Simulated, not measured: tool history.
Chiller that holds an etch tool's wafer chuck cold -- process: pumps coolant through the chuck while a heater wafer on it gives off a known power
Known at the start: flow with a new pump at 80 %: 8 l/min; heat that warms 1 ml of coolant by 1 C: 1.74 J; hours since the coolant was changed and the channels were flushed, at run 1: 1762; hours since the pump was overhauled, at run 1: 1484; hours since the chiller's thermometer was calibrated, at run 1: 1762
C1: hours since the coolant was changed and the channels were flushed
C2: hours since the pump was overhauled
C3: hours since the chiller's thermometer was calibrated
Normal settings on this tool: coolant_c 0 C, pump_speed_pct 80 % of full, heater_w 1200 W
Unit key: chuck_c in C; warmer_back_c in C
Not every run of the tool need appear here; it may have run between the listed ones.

Run 1, day 0: usual settings; C1 1762; C2 1484; C3 1762. Result: chuck_c 9.2 C, warmer_back_c 5.17 C.
Run 2, day 1.062: usual settings but coolant_c 4 C; C1 1788; C2 1509; C3 1788. Result: chuck_c 13.3 C, warmer_back_c 5.12 C.
Run 3, day 2.746: usual settings but coolant_c 4 C; C1 1828; C2 1550; C3 1828. Result: chuck_c 13.3 C, warmer_back_c 5.17 C.
Run 4, day 3.467: usual settings but coolant_c -8 C; C1 1845; C2 1567; C3 1845. Result: chuck_c 1.4 C, warmer_back_c 5.13 C.
Run 5, day 4.625: usual settings but coolant_c -8 C; C1 1873; C2 1595; C3 1873. Result: chuck_c 1.1 C, warmer_back_c 5.11 C.
Run 6, day 5.983: usual settings but coolant_c -8 C; C1 1906; C2 1627; C3 1906. Result: chuck_c 1.1 C, warmer_back_c 5.04 C.
Run 7, day 7.346: usual settings; C1 1938; C2 1660; C3 1938. Result: chuck_c 9.3 C, warmer_back_c 5.11 C.
Run 8, day 8.608: usual settings but coolant_c 5 C; C1 1969; C2 1691; C3 1969. Result: chuck_c 14.4 C, warmer_back_c 5.12 C.
Run 9, day 9.325: usual settings but coolant_c 5 C, pump_speed_pct 85 % of full; C1 1986; C2 1708; C3 1986. Result: chuck_c 13.5 C, warmer_back_c 4.83 C.
Run 10, day 10.271: usual settings but coolant_c 5 C, pump_speed_pct 85 % of full; C1 2009; C2 1730; C3 2009. Result: chuck_c 13.6 C, warmer_back_c 4.78 C.
Run 11, day 11.038: usual settings but coolant_c 5 C, pump_speed_pct 85 % of full; C1 2027; C2 1749; C3 2027. Result: chuck_c 13.9 C, warmer_back_c 4.71 C.
Run 12, day 12.304: usual settings but coolant_c 5 C, pump_speed_pct 85 % of full; C1 2057; C2 1779; C3 2057. Result: chuck_c 13.7 C, warmer_back_c 4.72 C.
Run 13, day 13.2: usual settings but heater_w 750 W; C1 2079; C2 1801; C3 2079. Result: chuck_c 5.7 C, warmer_back_c 3.17 C.
Run 14, day 14.246: usual settings but heater_w 750 W; C1 2104; C2 1826; C3 2104. Result: chuck_c 5.6 C, warmer_back_c 3.13 C.
Run 15, day 15.421: usual settings but heater_w 750 W; C1 2132; C2 1854; C3 2132. Result: chuck_c 5.7 C, warmer_back_c 3.12 C.
Run 16, day 16.675: usual settings but heater_w 750 W; C1 2162; C2 1884; C3 2162. Result: chuck_c 5.6 C, warmer_back_c 3.12 C.
Run 17, day 18.325: usual settings but coolant_c -6 C, pump_speed_pct 67 % of full; C1 2202; C2 1924; C3 2202. Result: chuck_c 5 C, warmer_back_c 6.2 C.
Run 18, day 19.971: usual settings but coolant_c -6 C, pump_speed_pct 67 % of full, heater_w 676 W; C1 2241; C2 1963; C3 2241. Result: chuck_c 0.3 C, warmer_back_c 3.38 C.
Run 19, day 21.083: usual settings but coolant_c -9 C, pump_speed_pct 67 % of full, heater_w 1263 W; C1 2268; C2 1990; C3 2268. Result: chuck_c 2.7 C, warmer_back_c 6.43 C.
Run 20, day 22.546: usual settings but coolant_c -9 C, pump_speed_pct 67 % of full, heater_w 1263 W; C1 2303; C2 2025; C3 2303. Result: chuck_c 2.6 C, warmer_back_c 6.44 C.
Run 21, day 23.562: usual settings but coolant_c -9 C, pump_speed_pct 67 % of full, heater_w 1263 W; C1 2328; C2 2049; C3 2328. Result: chuck_c 2.6 C, warmer_back_c 6.43 C.
Run 22, day 24.467: usual settings but coolant_c -2 C, heater_w 939 W; C1 2349; C2 2071; C3 2349. Result: chuck_c 5.3 C, warmer_back_c 3.81 C.
Run 23, day 25.383: usual settings but coolant_c -2 C, heater_w 939 W; C1 2371; C2 2093; C3 2371. Result: chuck_c 5.2 C, warmer_back_c 3.84 C.
Run 24, day 26.217: usual settings but coolant_c -3 C, pump_speed_pct 94 % of full; C1 2391; C2 2113; C3 2391. Result: chuck_c 4.9 C, warmer_back_c 4.12 C.
Run 25, day 27.767: usual settings but pump_speed_pct 68 % of full, heater_w 668 W; C1 2428; C2 2150; C3 2428. Result: chuck_c 6 C, warmer_back_c 3.32 C.
Run 26, day 28.996: usual settings but pump_speed_pct 68 % of full, heater_w 668 W; C1 2458; C2 2180; C3 2458. Result: chuck_c 6.1 C, warmer_back_c 3.27 C.
Run 27, day 30.242: usual settings but coolant_c -6 C; C1 2488; C2 2210; C3 2488. Result: chuck_c 3.3 C, warmer_back_c 4.95 C.
Run 28, day 30.958: usual settings but coolant_c -8 C, pump_speed_pct 62 % of full, heater_w 758 W; C1 2505; C2 2227; C3 2505. Result: chuck_c -0.4 C, warmer_back_c 4.07 C.
Run 29, day 31.779: usual settings but pump_speed_pct 66 % of full, heater_w 1023 W; C1 2525; C2 2247; C3 2525. Result: chuck_c 9.7 C, warmer_back_c 5.24 C.
Run 30, day 33.433: usual settings but coolant_c 1 C, heater_w 665 W; C1 2564; C2 2286; C3 2564. Result: chuck_c 6 C, warmer_back_c 2.54 C.
Run 31, day 35.046: usual settings but coolant_c 1 C, heater_w 665 W; C1 2603; C2 2325; C3 2603. Result: chuck_c 6.1 C, warmer_back_c 2.61 C.
Run 32, day 35.779: usual settings but coolant_c 1 C, heater_w 665 W; C1 2621; C2 2343; C3 2621. Result: chuck_c 6 C, warmer_back_c 2.58 C.

Hidden state or all else? Some run-to-run changes of warmer_back_c, split into what the settings, what came in and random variation would give without the hidden state, and what is left for the hidden state (with any gauge scatter that isn't in both results):
The hidden state here: heat passed by the chuck's channels, % of clean ones'; flow at a given pump speed, % of a new pump's; coolant's true temperature over the reading, C; drift of the gauge itself on chuck_c, C; drift of the gauge itself on warmer_back_c, C.
Run 1 -> 2: coolant_c 0 -> 4. warmer_back_c -0.05 C: hidden state -0.02, all else -0.03.
Run 6 -> 7: coolant_c -8 -> 0. warmer_back_c +0.07 C: hidden state -0.02, all else +0.09.
Run 13 -> 14: nothing adjusted, nothing logged. warmer_back_c -0.04 C: hidden state -0.02, all else -0.02.
Run 16 -> 17: coolant_c 0 -> -6, pump_speed_pct 80 -> 67, heater_w 750 -> 1200. warmer_back_c +3.08 C: hidden state -0.01, all else +3.09.
Run 17 -> 18: heater_w 1200 -> 676. warmer_back_c -2.82 C: hidden state -0.02, all else -2.8.
Run 18 -> 19: coolant_c -6 -> -9, heater_w 676 -> 1263. warmer_back_c +3.05 C: hidden state -0.01, all else +3.06.
